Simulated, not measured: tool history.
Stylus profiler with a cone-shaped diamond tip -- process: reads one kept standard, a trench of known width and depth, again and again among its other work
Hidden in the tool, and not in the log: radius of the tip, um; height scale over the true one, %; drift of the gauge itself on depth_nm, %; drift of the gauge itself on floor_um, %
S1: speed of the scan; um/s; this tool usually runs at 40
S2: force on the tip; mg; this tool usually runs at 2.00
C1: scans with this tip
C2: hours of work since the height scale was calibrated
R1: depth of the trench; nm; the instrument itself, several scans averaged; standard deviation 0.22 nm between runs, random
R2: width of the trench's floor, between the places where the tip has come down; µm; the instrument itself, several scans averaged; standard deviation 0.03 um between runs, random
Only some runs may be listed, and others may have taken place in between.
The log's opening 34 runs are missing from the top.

run,day,S1,S2,C1,C2,R1,R2
35,112.325,132,4.34,12546,362,1013.52,45.08
36,116.233,132,4.34,12830,407,1013.04,45.05
37,120.050,13,2.56,13107,452,1009.57,45.40
38,124.546,13,2.15,13434,504,1008.97,45.41
39,126.625,25,2.00,13585,528,1008.49,45.35
40,128.908,25,2.78,13750,555,1010.10,45.43
41,131.642,25,2.78,13949,587,1010.38,45.28
42,133.546,51,1.30,14087,609,1006.91,45.12

Here are 5 independent what-if runs from the current tool condition. What would each one return?
A,137.600,18,3.84,14382,657,?,?
B,137.600,75,5.30,14382,657,?,?
C,137.600,106,3.72,14382,657,?,?
D,137.600,44,5.05,14382,657,?,?
E,137.600,51,4.78,14382,657,?,?

run,R1,R2
A,1013.17,45.27
B,1015.76,45.17
C,1012.76,44.95
D,1015.17,45.28
E,1014.57,45.22
What these runs would have given with no unlogged condition in the tool:
run,R1,R2
A,1011.54,46.43
B,1014.12,46.33
C,1011.13,46.10
D,1013.53,46.44
E,1012.93,46.38

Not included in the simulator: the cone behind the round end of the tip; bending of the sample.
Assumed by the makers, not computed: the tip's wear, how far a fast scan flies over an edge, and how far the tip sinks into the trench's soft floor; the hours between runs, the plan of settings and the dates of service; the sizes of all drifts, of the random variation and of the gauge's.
